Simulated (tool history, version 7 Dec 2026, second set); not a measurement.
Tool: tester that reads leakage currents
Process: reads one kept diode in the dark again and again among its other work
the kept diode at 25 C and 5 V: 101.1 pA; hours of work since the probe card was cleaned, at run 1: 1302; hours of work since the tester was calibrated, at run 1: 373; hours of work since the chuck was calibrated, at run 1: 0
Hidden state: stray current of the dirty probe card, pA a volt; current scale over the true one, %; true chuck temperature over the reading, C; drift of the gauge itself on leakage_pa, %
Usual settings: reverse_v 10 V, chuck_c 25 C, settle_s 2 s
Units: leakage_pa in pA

| run | day | reverse_v | chuck_c | settle_s | hours of work since the probe card was cleaned | hours of work since the tester was calibrated | hours of work since the chuck was calibrated | leakage_pa |
|---|---|---|---|---|---|---|---|---|
| 1 | 0 | 10 | 25 | 2 | 1302 | 373 | 0 | 127.98 |
| 2 | 3.288 | 10 | 25 | 2 | 1344 | 415 | 42 | 127.9 |
| 3 | 5.379 | 10 | 25 | 2.05 | 1370 | 442 | 68 | 127.8 |
| 4 | 7.442 | 10 | 25 | 2 | 1396 | 468 | 94 | 128.26 |
| 5 | 9.075 | 10 | 25 | 2 | 1417 | 488 | 115 | 128.19 |
| 6 | 12.412 | 10 | 25 | 2 | 1460 | 531 | 157 | 128 |
| 7 | 15.554 | 10 | 25 | 2 | 1499 | 571 | 197 | 127.82 |
| 8 | 18.733 | 10 | 25 | 2 | 1540 | 611 | 238 | 128.33 |
| 9 | 21.458 | 1.9 | 25 | 2 | 1574 | 646 | 272 | 74.2 |
| 10 | 24.9 | 10 | 25 | 3.79 | 1618 | 689 | 316 | 128.25 |
| 11 | 27.204 | 10 | 25 | 2 | 1647 | 718 | 345 | 127.77 |
| 12 | 30.483 | 10 | 54 | 2 | 1689 | 760 | 387 | 1302.94 |
| 13 | 33.533 | 10 | 25 | 2 | 1728 | 799 | 425 | 128.38 |
| 14 | 36.571 | 2.7 | 25 | 2 | 1766 | 837 | 464 | 83.58 |
| 15 | 39.7 | 10 | 25 | 2 | 1806 | 877 | 504 | 127.39 |
| 16 | 42.988 | 10 | 25 | 2 | 1847 | 919 | 545 | 128.05 |
| 17 | 44.675 | 10 | 25 | 0.64 | 1869 | 940 | 567 | 129.97 |
| 18 | 46.833 | 10 | 25 | 2 | 1896 | 967 | 594 | 127.62 |
| 19 | 48.671 | 14.7 | 20 | 6.31 | 1920 | 991 | 618 | 92.59 |
| 20 | 51.129 | 10 | 25 | 6.58 | 1951 | 1022 | 649 | 127.55 |
| 21 | 53.704 | 15.3 | 35 | 2 | 1983 | 1055 | 681 | 342.3 |
| 22 | 56.542 | 6 | 25 | 4.11 | 2019 | 1091 | 717 | 107.79 |
| 23 | 59.867 | 1.2 | 37 | 3.21 | 2062 | 1133 | 760 | 177.19 |
| 24 | 62.633 | 9.1 | 25 | 0.33 | 2097 | 1168 | 795 | 129.45 |
| 25 | 64.692 | 10 | 52 | 2 | 2123 | 1194 | 821 | 1132.29 |
| 26 | 66.871 | 10 | 52 | 2 | 2150 | 1222 | 848 | 1128.64 |
| 27 | 69.312 | 10 | 37 | 2 | 2181 | 1253 | 879 | 351.26 |
| 28 | 72.525 | 10 | 31 | 0.89 | 2222 | 1293 | 920 | 216.06 |
| 29 | 74.467 | 10 | 31 | 0.89 | 2247 | 1318 | 945 | 216.06 |
| 30 | 77.904 | 10 | 31 | 0.89 | 2290 | 1362 | 988 | 215.88 |
| 31 | 81.238 | 10 | 31 | 0.89 | 2333 | 1404 | 1031 | 215.62 |
| 32 | 82.779 | 6 | 58 | 2 | 2352 | 1424 | 1050 | 1483.71 |
| 33 | 85.417 | 11.7 | 25 | 1.09 | 2386 | 1457 | 1084 | 135.74 |
| 34 | 88.142 | 11.7 | 25 | 0.92 | 2420 | 1492 | 1118 | 136.47 |
| 35 | 89.688 | 10 | 25 | 4.22 | 2440 | 1511 | 1138 | 127.4 |
| 36 | 91.804 | 10 | 22 | 2 | 2467 | 1538 | 1165 | 98.21 |

Forecast each of these 4 alternatives for the next run:
| A | 93.467 | 3.1 | 22 | 2 | 2488 | 1559 | 1186 | ? |
| B | 93.467 | 10 | 31 | 2 | 2488 | 1559 | 1186 | ? |
| C | 93.467 | 10 | 22 | 0.32 | 2488 | 1559 | 1186 | ? |
| D | 93.467 | 4 | 22 | 0.96 | 2488 | 1559 | 1186 | ? |

| run | leakage_pa |
|---|---|
| A | 66.25 |
| B | 213.78 |
| C | 104.19 |
| D | 72.86 |
Without the tool's hidden state the same runs would have given:
| run | leakage_pa |
|---|---|
| A | 66.23 |
| B | 213.72 |
| C | 104.08 |
| D | 72.83 |

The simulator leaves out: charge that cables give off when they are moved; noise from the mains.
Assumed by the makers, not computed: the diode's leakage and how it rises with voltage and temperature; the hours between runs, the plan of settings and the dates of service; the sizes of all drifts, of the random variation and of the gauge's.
